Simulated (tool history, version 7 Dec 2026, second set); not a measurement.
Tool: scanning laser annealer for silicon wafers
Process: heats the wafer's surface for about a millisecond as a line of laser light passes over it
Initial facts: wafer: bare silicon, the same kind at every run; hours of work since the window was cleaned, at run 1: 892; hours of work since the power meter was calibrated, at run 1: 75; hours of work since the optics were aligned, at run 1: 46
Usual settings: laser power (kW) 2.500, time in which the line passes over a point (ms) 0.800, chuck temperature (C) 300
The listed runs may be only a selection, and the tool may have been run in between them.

run	hour	laser power (kW)	time in which the line passes over a point (ms)	chuck temperature (C)	hours of work since the window was cleaned	hours of work since the power meter was calibrated	hours of work since the optics were aligned	highest temperature of the surface (C)
1	0.0	2.500	0.800	300	892	75	46	1029
2	4.9	2.290	0.800	300	895	79	50	950
3	10.0	2.500	0.800	300	899	83	54	1029
# hour 17.7: window over the wafer cleaned
4	19.2	2.500	0.818	300	1	88	59	1036
5	25.9	2.179	0.818	300	6	93	64	914
6	30.6	2.662	0.569	265	9	96	67	946
7	38.5	2.691	0.777	328	15	102	73	1124
8	47.3	2.687	0.800	338	22	109	79	1143
9	53.4	2.687	0.602	323	26	113	84	1031
10	58.1	2.540	0.602	323	30	116	87	978

Entry by entry between the runs, the difference in hidden state between the last listed run before and the first listed run after:
After run 3, before run 4: window over the wafer cleaned (hour 17.7)
  light that passes the window, % of a clean one's: 99.99 -> 100
